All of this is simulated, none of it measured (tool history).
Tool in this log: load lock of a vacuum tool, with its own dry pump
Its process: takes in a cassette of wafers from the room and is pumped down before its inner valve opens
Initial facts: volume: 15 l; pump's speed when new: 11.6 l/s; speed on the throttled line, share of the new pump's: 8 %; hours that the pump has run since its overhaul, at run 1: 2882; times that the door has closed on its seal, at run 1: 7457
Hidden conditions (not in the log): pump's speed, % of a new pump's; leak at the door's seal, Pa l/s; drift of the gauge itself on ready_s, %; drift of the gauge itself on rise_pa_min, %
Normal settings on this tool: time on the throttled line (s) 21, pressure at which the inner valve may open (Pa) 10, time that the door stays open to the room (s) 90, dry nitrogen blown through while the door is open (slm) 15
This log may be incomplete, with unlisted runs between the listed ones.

run	day	time on the throttled line (s)	pressure at which the inner valve may open (Pa)	time that the door stays open to the room (s)	dry nitrogen blown through while the door is open (slm)	hours that the pump has run since its overhaul	times that the door has closed on its seal	incoming humidity of the room's air, %	time from the closed door until the inner valve may open (s)	rise of the pressure with all valves shut (Pa/min)
1	0.000	21	10	90	15	2882	7457	44.1	31.70	0.118
2	4.400	21	10	90	15	2988	7750	46.3	31.52	0.120
3	7.883	21	10	90	15	3072	7982	45.0	31.50	0.121
4	13.429	21	10	78	15	3205	8351	47.7	31.50	0.118
5	18.050	21	10	78	15	3316	8659	45.3	31.62	0.115
6	23.500	21	10	78	15	3446	9022	42.0	31.58	0.113
7	26.200	21	10	78	15	3511	9201	48.3	31.62	0.126
8	31.846	21	10	78	15	3647	9577	40.3	31.60	0.123
9	37.292	21	10	78	15	3777	9939	43.2	31.54	0.127
10	41.125	21	10	90	15	3869	10195	43.0	31.62	0.134
11	45.742	21	10	90	15	3980	10502	43.2	31.66	0.142
12	48.646	21	10	90	13	4050	10695	48.0	31.50	0.155
13	53.475	21	10	90	13	4166	11017	44.7	31.74	0.149
14	56.038	21	10	90	13	4227	11187	42.8	31.62	0.142
15	59.808	21	10	90	45	4318	11438	45.2	31.64	0.117
16	64.829	11	10	90	15	4438	11773	45.3	22.55	0.153
17	67.633	11	10	90	15	4506	11959	44.4	22.61	0.147
18	70.138	11	10	90	15	4566	12126	40.8	22.59	0.144
19	72.917	21	10	90	15	4632	12311	43.0	31.79	0.150
20	76.046	20	18	99	15	4707	12519	44.3	30.11	0.163
21	80.033	33	8	28	15	4803	12785	44.8	43.22	0.124
22	85.288	21	9	90	24	4929	13134	45.3	31.81	0.151
23	87.875	25	11	90	15	4991	13306	44.8	35.46	0.167
24	91.008	12	10	90	12	5067	13515	46.7	23.60	0.173
25	96.675	11	17	90	15	5203	13892	48.4	22.00	0.174
26	102.004	21	11	60	7	5330	14247	45.9	31.71	0.175
27	107.771	21	11	30	7	5469	14631	43.2	31.74	0.143
28	113.146	21	7	87	14	5598	14989	40.7	32.38	0.178

The next listed run, before its measurement:
29	117.042	23	15	90	15	5691	15248	50.8	?	?

{"run 29": {"time from the closed door until the inner valve may open (s)": 33.11, "rise of the pressure with all valves shut (Pa/min)": 0.197}}
Minus the tool's unlogged condition, the same run would have read time from the closed door until the inner valve may open (s) 32.54, rise of the pressure with all valves shut (Pa/min) 0.086.

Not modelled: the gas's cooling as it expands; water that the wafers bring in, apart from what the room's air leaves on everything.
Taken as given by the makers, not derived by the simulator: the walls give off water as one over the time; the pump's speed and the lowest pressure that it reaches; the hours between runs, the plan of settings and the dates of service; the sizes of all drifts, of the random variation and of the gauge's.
